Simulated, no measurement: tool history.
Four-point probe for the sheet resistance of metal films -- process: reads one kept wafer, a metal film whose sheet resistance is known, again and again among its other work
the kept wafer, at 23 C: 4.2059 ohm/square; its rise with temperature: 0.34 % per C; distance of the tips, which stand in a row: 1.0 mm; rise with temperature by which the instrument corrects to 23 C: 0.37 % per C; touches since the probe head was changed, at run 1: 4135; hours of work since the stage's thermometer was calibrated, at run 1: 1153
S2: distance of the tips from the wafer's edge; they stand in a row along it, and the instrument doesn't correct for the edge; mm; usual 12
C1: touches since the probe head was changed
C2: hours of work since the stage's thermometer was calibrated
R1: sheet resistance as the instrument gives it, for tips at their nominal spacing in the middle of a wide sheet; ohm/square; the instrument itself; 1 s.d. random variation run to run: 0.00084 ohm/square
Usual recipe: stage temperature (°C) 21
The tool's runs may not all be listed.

{"run": 1, "hour": 0.0, "stage temperature (°C)": 21, "S2": 12, "C1": 4135, "C2": 1153, "R1": 4.208842}
{"run": 2, "hour": 13.8, "stage temperature (°C)": 21, "S2": 12, "C1": 4427, "C2": 1162, "R1": 4.208459}
{"run": 3, "hour": 24.6, "stage temperature (°C)": 21, "S2": 12, "C1": 4653, "C2": 1168, "R1": 4.206383}
{"run": 4, "hour": 38.1, "stage temperature (°C)": 21, "S2": 4, "C1": 4938, "C2": 1177, "R1": 4.330164}
{"hour": 39.8, "done": "stage's thermometer calibrated"}
{"run": 5, "hour": 50.2, "stage temperature (°C)": 21, "S2": 4, "C1": 5182, "C2": 6, "R1": 4.329652}
{"run": 6, "hour": 63.1, "stage temperature (°C)": 21, "S2": 9, "C1": 5455, "C2": 14, "R1": 4.220122}
{"run": 7, "hour": 71.6, "stage temperature (°C)": 21, "S2": 9, "C1": 5633, "C2": 19, "R1": 4.222426}
{"run": 8, "hour": 80.6, "stage temperature (°C)": 21, "S2": 9, "C1": 5822, "C2": 25, "R1": 4.219282}
{"hour": 96.0, "done": "stage's thermometer calibrated, once more"}
{"run": 9, "hour": 96.7, "stage temperature (°C)": 21, "S2": 9, "C1": 6151, "C2": 0, "R1": 4.21944}
{"run": 10, "hour": 107.9, "stage temperature (°C)": 21, "S2": 10, "C1": 6388, "C2": 7, "R1": 4.213385}
{"run": 11, "hour": 118.0, "stage temperature (°C)": 21, "S2": 44, "C1": 6601, "C2": 14, "R1": 4.192124}
{"run": 12, "hour": 133.6, "stage temperature (°C)": 21, "S2": 44, "C1": 6928, "C2": 23, "R1": 4.191464}

4 ways to go on from here, each from the tool as it stands after run 12. What would each give?
{"run": "A", "hour": 153.0, "stage temperature (°C)": 21, "S2": 39, "C1": 7339, "C2": 35, "R1": "?"}
{"run": "B", "hour": 153.0, "stage temperature (°C)": 32, "S2": 13, "C1": 7339, "C2": 35, "R1": "?"}
{"run": "C", "hour": 153.0, "stage temperature (°C)": 26, "S2": 6, "C1": 7339, "C2": 35, "R1": "?"}
{"run": "D", "hour": 153.0, "stage temperature (°C)": 21, "S2": 43, "C1": 7339, "C2": 35, "R1": "?"}

run=A R1=4.19256
run=B R1=4.188778
run=C R1=4.24537
run=D R1=4.190463
The same runs, with their run-to-run variation unchanged, on a tool lacking any hidden condition would have given:
run=A R1=4.210775
run=B R1=4.206978
run=C R1=4.263797
run=D R1=4.208669
